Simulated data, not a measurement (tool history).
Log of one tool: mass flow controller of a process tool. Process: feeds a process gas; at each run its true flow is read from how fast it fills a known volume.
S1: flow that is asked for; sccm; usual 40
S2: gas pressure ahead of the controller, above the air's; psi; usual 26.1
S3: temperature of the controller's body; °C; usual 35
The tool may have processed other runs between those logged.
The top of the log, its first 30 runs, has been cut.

Run 31, hour 12796.4: usual settings but S3 36 °C. Result: true flow (%) 97.61.
Run 32, hour 13188.2: usual settings but S1 30 sccm, S3 30 °C. Result: true flow (%) 96.27.
Run 33, hour 13721.4: usual settings but S1 30 sccm, S3 30 °C. Result: true flow (%) 96.22.
Run 34, hour 14194.6: usual settings but S1 44 sccm. Result: true flow (%) 97.25.
Run 35, hour 14494.1: usual settings but S1 44 sccm. Result: true flow (%) 97.19.
Run 36, hour 14961: usual settings but S1 32 sccm, S2 27.3 psi, S3 21 °C. Result: true flow (%) 95.33.
Run 37, hour 15510.8: usual settings but S1 32 sccm, S2 27.3 psi, S3 21 °C. Result: true flow (%) 95.27.
Run 38, hour 15769.1: usual settings but S1 18 sccm, S2 31.2 psi, S3 33 °C. Result: true flow (%) 93.98.
Run 39, hour 16285.3: usual settings but S1 18 sccm, S2 31.2 psi, S3 33 °C. Result: true flow (%) 93.81.
Run 40, hour 16754.7: usual settings but S1 22 sccm, S2 32.9 psi, S3 33 °C. Result: true flow (%) 94.2.
Run 41, hour 17256.2: usual settings but S2 32.8 psi. Result: true flow (%) 96.05.
Run 42, hour 17787.1: usual settings but S2 32.8 psi. Result: true flow (%) 95.79.
At hour 18232.2: controller's zero set anew.
Run 43, hour 18284.4: usual settings but S1 14 sccm, S2 21.9 psi, S3 38 °C. Result: true flow (%) 96.05.
Run 44, hour 18660.7: usual settings but S2 23.9 psi. Result: true flow (%) 97.23.
Run 45, hour 18948.1: usual settings but S2 23.9 psi. Result: true flow (%) 97.
Run 46, hour 19415.8: usual settings but S1 15 sccm, S2 25.2 psi. Result: true flow (%) 95.31.
Run 47, hour 19912.7: usual settings but S1 42 sccm, S2 28.7 psi. Result: true flow (%) 96.72.
Run 48, hour 20378.8: usual settings but S3 23 °C. Result: true flow (%) 95.96.
Run 49, hour 20667.3: usual settings but S2 22.3 psi, S3 28 °C. Result: true flow (%) 96.19.

Consider 3 possible next runs. They are alternatives, not a sequence: every one starts from the tool as it was left by run 49. What does each give?
Run A, hour 21035.4: usual settings but S1 10 sccm, S2 28.7 psi, S3 25 °C. Result: true flow (%) ?.
Run B, hour 21035.4: usual settings but S2 26 psi. Result: true flow (%) ?.
Run C, hour 21035.4: usual settings but S1 17 sccm, S2 38.4 psi, S3 38 °C. Result: true flow (%) ?.

run  true flow (%)
  A          92.91
  B          96.29
  C          94.38
Without the tool's hidden state the same runs would have given:
run  true flow (%)
  A          97.94
  B         100.06
  C          98.71
